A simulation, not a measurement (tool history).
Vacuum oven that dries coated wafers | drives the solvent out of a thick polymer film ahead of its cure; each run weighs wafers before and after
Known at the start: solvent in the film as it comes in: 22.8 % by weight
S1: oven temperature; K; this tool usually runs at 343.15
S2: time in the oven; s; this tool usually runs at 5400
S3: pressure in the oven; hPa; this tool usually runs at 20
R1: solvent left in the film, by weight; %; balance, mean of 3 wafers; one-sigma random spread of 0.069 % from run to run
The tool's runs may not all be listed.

{"run": 1, "day": 0.0, "S1": 343.15, "S2": 5400, "S3": 20, "R1": 5.12}
{"run": 2, "day": 1.171, "S1": 343.15, "S2": 5400, "S3": 20, "R1": 5.3}
{"run": 3, "day": 2.833, "S1": 343.15, "S2": 4680, "S3": 20, "R1": 6.05}
{"run": 4, "day": 4.117, "S1": 343.15, "S2": 4680, "S3": 20, "R1": 6.06}
{"run": 5, "day": 5.375, "S1": 343.15, "S2": 4680, "S3": 20, "R1": 6.03}
{"run": 6, "day": 6.725, "S1": 337.15, "S2": 5580, "S3": 14.1, "R1": 7.51}
{"run": 7, "day": 8.067, "S1": 353.15, "S2": 4380, "S3": 62.3, "R1": 5.81}
{"run": 8, "day": 9.433, "S1": 329.15, "S2": 3360, "S3": 20, "R1": 15.25}
{"run": 9, "day": 10.388, "S1": 329.15, "S2": 3360, "S3": 20, "R1": 14.95}
{"run": 10, "day": 11.862, "S1": 346.15, "S2": 3540, "S3": 10.1, "R1": 5.26}

The same runs without the tool's hidden state, with the same run-to-run variation:
What the log doesn't record here: true wafer temperature over the reading, C; true pressure over the reading, kPa; drift of the gauge itself on solvent_pct, %.
run=1 R1=4.69
run=2 R1=4.84
run=3 R1=5.53
run=4 R1=5.51
run=5 R1=5.45
run=6 R1=6.83
run=7 R1=5.37
run=8 R1=14.63
run=9 R1=14.33
run=10 R1=4.58
